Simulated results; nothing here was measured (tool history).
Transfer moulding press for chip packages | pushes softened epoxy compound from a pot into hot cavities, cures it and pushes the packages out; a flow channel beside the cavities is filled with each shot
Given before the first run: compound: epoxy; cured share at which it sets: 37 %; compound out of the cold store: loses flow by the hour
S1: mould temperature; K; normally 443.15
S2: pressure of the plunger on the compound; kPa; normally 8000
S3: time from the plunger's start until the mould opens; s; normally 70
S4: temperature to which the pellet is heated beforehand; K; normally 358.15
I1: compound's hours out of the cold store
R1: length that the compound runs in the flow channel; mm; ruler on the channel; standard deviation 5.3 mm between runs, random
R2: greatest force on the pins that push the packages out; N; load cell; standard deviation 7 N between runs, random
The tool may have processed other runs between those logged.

{"run": 1, "hour": 0.0, "S1": 443.15, "S2": 8000, "S3": 70, "S4": 358.15, "I1": 17.7, "R1": 528, "R2": 452}
{"run": 2, "hour": 11.7, "S1": 443.15, "S2": 8000, "S3": 70, "S4": 358.15, "I1": 17.1, "R1": 531, "R2": 448}
{"run": 3, "hour": 26.4, "S1": 443.15, "S2": 8000, "S3": 93, "S4": 358.15, "I1": 9.2, "R1": 544, "R2": 417}
{"hour": 32.8, "done": "cavities cleaned with cleaning compound and waxed"}
{"run": 4, "hour": 43.6, "S1": 443.15, "S2": 8000, "S3": 93, "S4": 364.15, "I1": 15, "R1": 533, "R2": 477}
{"run": 5, "hour": 56.9, "S1": 443.15, "S2": 8000, "S3": 93, "S4": 364.15, "I1": 38.5, "R1": 480, "R2": 490}
{"run": 6, "hour": 75.7, "S1": 446.15, "S2": 8000, "S3": 70, "S4": 358.15, "I1": 19, "R1": 520, "R2": 556}
{"run": 7, "hour": 90.3, "S1": 443.15, "S2": 8000, "S3": 70, "S4": 358.15, "I1": 40, "R1": 463, "R2": 566}
{"run": 8, "hour": 105.4, "S1": 443.15, "S2": 8000, "S3": 70, "S4": 362.15, "I1": 18.4, "R1": 515, "R2": 619}
{"hour": 108.6, "done": "cavities cleaned with cleaning compound and waxed"}
{"hour": 123.3, "done": "cavities cleaned with cleaning compound and waxed, once more"}
{"run": 9, "hour": 127.3, "S1": 443.15, "S2": 8000, "S3": 70, "S4": 358.15, "I1": 23.2, "R1": 495, "R2": 317}
{"run": 10, "hour": 138.7, "S1": 443.15, "S2": 8000, "S3": 70, "S4": 358.15, "I1": 22.2, "R1": 507, "R2": 357}
{"run": 11, "hour": 152.3, "S1": 443.15, "S2": 8000, "S3": 70, "S4": 358.15, "I1": 30.6, "R1": 483, "R2": 396}
{"run": 12, "hour": 172.2, "S1": 443.15, "S2": 8000, "S3": 75, "S4": 358.15, "I1": 23.3, "R1": 499, "R2": 423}
{"run": 13, "hour": 182.4, "S1": 443.15, "S2": 8000, "S3": 106, "S4": 358.15, "I1": 44.2, "R1": 453, "R2": 408}
{"hour": 192.2, "done": "plunger's sealing rings changed"}
{"hour": 201.6, "done": "cavities cleaned with cleaning compound and waxed"}
{"run": 14, "hour": 206.3, "S1": 443.15, "S2": 8000, "S3": 106, "S4": 351.15, "I1": 13.7, "R1": 565, "R2": 253}
{"run": 15, "hour": 219.0, "S1": 437.15, "S2": 7330, "S3": 70, "S4": 352.15, "I1": 23.6, "R1": 533, "R2": 537}
{"run": 16, "hour": 234.9, "S1": 443.15, "S2": 6380, "S3": 70, "S4": 358.15, "I1": 16.8, "R1": 501, "R2": 435}
{"run": 17, "hour": 250.5, "S1": 443.15, "S2": 6930, "S3": 81, "S4": 357.15, "I1": 9.5, "R1": 544, "R2": 419}
{"run": 18, "hour": 262.0, "S1": 443.15, "S2": 6930, "S3": 59, "S4": 357.15, "I1": 18, "R1": 517, "R2": 669}
{"hour": 277.2, "done": "cavities cleaned with cleaning compound and waxed"}
{"run": 19, "hour": 283.6, "S1": 443.15, "S2": 6930, "S3": 59, "S4": 357.15, "I1": 21.4, "R1": 511, "R2": 428}
{"run": 20, "hour": 302.8, "S1": 443.15, "S2": 6930, "S3": 59, "S4": 357.15, "I1": 40.3, "R1": 469, "R2": 507}
{"run": 21, "hour": 315.0, "S1": 435.15, "S2": 6880, "S3": 61, "S4": 352.15, "I1": 38.2, "R1": 478, "R2": 925}
{"run": 22, "hour": 333.0, "S1": 435.15, "S2": 6880, "S3": 69, "S4": 353.15, "I1": 30.8, "R1": 498, "R2": 849}
{"hour": 353.0, "done": "cavities cleaned with cleaning compound and waxed"}
{"run": 23, "hour": 353.0, "S1": 443.15, "S2": 7330, "S3": 84, "S4": 356.15, "I1": 13.8, "R1": 534, "R2": 258}
{"run": 24, "hour": 373.3, "S1": 441.15, "S2": 7330, "S3": 84, "S4": 356.15, "I1": 18.2, "R1": 534, "R2": 338}
{"run": 25, "hour": 390.9, "S1": 443.15, "S2": 8590, "S3": 70, "S4": 365.15, "I1": 45.7, "R1": 488, "R2": 401}

Run 26 has not been measured yet. What should we expect?
{"run": 26, "hour": 404.5, "S1": 443.15, "S2": 8850, "S3": 98, "S4": 364.15, "I1": 26.9, "R1": "?", "R2": "?"}

{"run 26": {"R1": 546, "R2": 384}}
Take away the tool's hidden state, keep the run-to-run variation as it was, and the same run would have given R1 562 mm, R2 237 N.
